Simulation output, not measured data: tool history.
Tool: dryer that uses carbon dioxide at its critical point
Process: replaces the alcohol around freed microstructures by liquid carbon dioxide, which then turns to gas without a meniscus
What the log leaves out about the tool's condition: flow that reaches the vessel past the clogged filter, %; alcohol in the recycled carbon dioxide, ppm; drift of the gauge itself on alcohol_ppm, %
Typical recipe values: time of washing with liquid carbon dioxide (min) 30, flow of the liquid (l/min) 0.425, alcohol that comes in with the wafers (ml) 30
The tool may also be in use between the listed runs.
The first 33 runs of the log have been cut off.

run,hour,time of washing with liquid carbon dioxide (min),flow of the liquid (l/min),alcohol that comes in with the wafers (ml),hours of work since the filter was changed,hours of work since the purifier's bed was changed,alcohol left in the vessel before it's heated (ppm by volume)
34,490.6,30,0.425,37,332,352,179
35,509.3,31,0.416,30,343,363,169
36,520.2,31,0.416,30,349,369,151
37,531.8,30,0.269,105,356,376,2067
38,549.2,35,0.334,30,366,386,206
39,561.0,35,0.334,30,373,393,224
40,580.8,35,0.334,30,385,405,220
41,601.5,41,0.425,83,397,417,122
42,619.1,48,0.618,83,408,427,80
43,637.1,48,0.618,83,418,438,88
44,647.5,22,0.425,30,424,444,462
45,664.2,22,0.425,30,434,454,475
46,680.6,22,0.401,78,444,463,1368

4 ways to go on from here, each from the tool as it stands after run 46. What would each give?
A,694.1,19,0.453,30,452,472,?
B,694.1,34,0.270,26,452,472,?
C,694.1,29,0.425,30,452,472,?
D,694.1,31,0.381,104,452,472,?

run,alcohol left in the vessel before it's heated (ppm by volume)
A,617
B,458
C,218
D,617
Without the tool's hidden state the same runs would have given:
run,alcohol left in the vessel before it's heated (ppm by volume)
A,359
B,248
C,78
D,314
